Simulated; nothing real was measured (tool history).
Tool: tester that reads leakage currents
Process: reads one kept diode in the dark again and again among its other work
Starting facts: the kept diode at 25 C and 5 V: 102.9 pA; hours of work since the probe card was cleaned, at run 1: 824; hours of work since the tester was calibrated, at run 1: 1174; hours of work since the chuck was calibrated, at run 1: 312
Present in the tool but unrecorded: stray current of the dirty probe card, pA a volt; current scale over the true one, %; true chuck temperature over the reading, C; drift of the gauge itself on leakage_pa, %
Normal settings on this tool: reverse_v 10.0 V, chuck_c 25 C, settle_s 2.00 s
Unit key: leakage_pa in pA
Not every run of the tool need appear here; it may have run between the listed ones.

run,day,reverse_v,chuck_c,settle_s,hours of work since the probe card was cleaned,hours of work since the tester was calibrated,hours of work since the chuck was calibrated,leakage_pa
1,0.000,10.0,25,2.00,824,1174,312,148.46
2,1.283,10.0,25,2.00,838,1188,326,149.06
3,2.779,10.0,25,2.00,854,1205,343,149.86
4,5.200,10.0,25,4.06,881,1231,370,150.23
5,6.458,1.8,25,2.00,895,1245,384,76.97
6,7.938,1.8,25,2.00,912,1262,400,77.04
7,10.133,1.8,25,2.00,936,1286,424,77.60
8,12.262,1.8,25,2.00,960,1310,448,77.55
9,14.950,1.8,25,2.00,989,1340,478,77.82
# day 15.283: probe card cleaned and baked
10,17.721,10.0,43,8.79,27,1369,507,677.10
11,20.208,13.6,60,8.79,55,1396,535,2771.82
12,22.558,13.6,60,8.79,81,1423,561,2798.59
13,25.350,10.1,57,6.26,112,1454,592,2011.69
# day 26.742: probe card cleaned and baked, once more
14,28.158,10.0,25,2.89,16,1483,622,140.05
15,29.583,1.6,25,2.00,32,1499,637,73.17
# day 31.029: chuck's temperature calibrated
16,31.029,1.6,25,2.00,47,1514,0,68.05
17,32.262,1.6,25,2.00,60,1528,14,68.94

How would selected steps in leakage_pa from run to run divide? Give the signed amount a tool lacking its hidden state would still show from settings, what came in and random variation, and the signed amount left for the hidden state, including any gauge scatter that is not in both of the compared results.
Run 10 -> 11: reverse_v 10.0 -> 13.6, chuck_c 43 -> 60. leakage_pa +2094.72 pA: hidden state +86.09, all else +2008.63.
Run 13 -> 14: reverse_v 10.1 -> 10.0, chuck_c 57 -> 25, settle_s 6.26 -> 2.89, probe card cleaned and baked, once more. leakage_pa -1871.64 pA: hidden state -99.91, all else -1771.73.
